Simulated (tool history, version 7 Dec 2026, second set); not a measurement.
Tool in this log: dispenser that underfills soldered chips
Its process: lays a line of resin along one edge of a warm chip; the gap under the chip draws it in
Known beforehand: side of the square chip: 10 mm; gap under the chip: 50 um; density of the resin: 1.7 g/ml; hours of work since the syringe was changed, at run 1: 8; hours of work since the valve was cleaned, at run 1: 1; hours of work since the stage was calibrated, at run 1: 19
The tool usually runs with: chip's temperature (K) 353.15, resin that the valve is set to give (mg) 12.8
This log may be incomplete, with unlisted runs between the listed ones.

run  hour  chip's temperature (K)  resin that the valve is set to give (mg)  hours of work since the syringe was changed  hours of work since the valve was cleaned  hours of work since the stage was calibrated  time until the resin shows at the far edge (s)  resin that the valve gave (mg)
  1   0.0                  353.15                                      12.8                                            8                                          1                                            19                                           277.4                           12.76
      1.9  -- new syringe of resin
  2   8.6                  353.15                                      12.8                                            4                                          7                                            24                                           226.5                           12.73
     15.5  -- new syringe of resin
  3  16.0                  353.15                                      12.8                                            0                                         11                                            29                                           169.5                           12.72
  4  23.0                  353.15                                      12.8                                            5                                         16                                            33                                           233.4                           12.83
     29.4  -- new syringe of resin
  5  32.7                  353.15                                      12.8                                            2                                         22                                            39                                           189.7                           12.71
  6  41.6                  339.15                                      16.4                                            8                                         27                                            45                                           587.1                           16.25
     43.4  -- new syringe of resin
  7  50.5                  339.15                                      16.4                                            5                                         33                                            51                                           491.2                           16.23
     57.2  -- new syringe of resin
  8  59.1                  339.15                                      16.4                                            1                                         38                                            56                                           387.1                           16.17
  9  67.8                  339.15                                      16.4                                            7                                         44                                            61                                           571.5                           16.08
     71.2  -- new syringe of resin
 10  77.6                  339.15                                      16.4                                            4                                         50                                            68                                           474.5                           16.05

Branching from run 10: 5 alternative next runs. What would each branch give?
     84.7  -- new syringe of resin
  A  84.9                  341.15                                      12.0                                            0                                         55                                            72                                               ?                               ?
     84.7  -- new syringe of resin
  B  84.9                  355.15                                      16.3                                            0                                         55                                            72                                               ?                               ?
     84.7  -- new syringe of resin
  C  84.9                  339.15                                      13.8                                            0                                         55                                            72                                               ?                               ?
     84.7  -- new syringe of resin
  D  84.9                  358.15                                      15.7                                            0                                         55                                            72                                               ?                               ?
     84.7  -- new syringe of resin
  E  84.9                  345.15                                      16.4                                            0                                         55                                            72                                               ?                               ?

run  time until the resin shows at the far edge (s)  resin that the valve gave (mg)
  A                                           332.3                           11.76
  B                                           150.1                           16.03
  C                                           359.1                           13.53
  D                                           129.6                           15.48
  E                                           255.1                           16.16
Had the tool no hidden state, the same runs would have come out as:
run  time until the resin shows at the far edge (s)  resin that the valve gave (mg)
  A                                           316.6                           11.98
  B                                           143.9                           16.33
  C                                           342.7                           13.78
  D                                           124.3                           15.77
  E                                           244.1                           16.46

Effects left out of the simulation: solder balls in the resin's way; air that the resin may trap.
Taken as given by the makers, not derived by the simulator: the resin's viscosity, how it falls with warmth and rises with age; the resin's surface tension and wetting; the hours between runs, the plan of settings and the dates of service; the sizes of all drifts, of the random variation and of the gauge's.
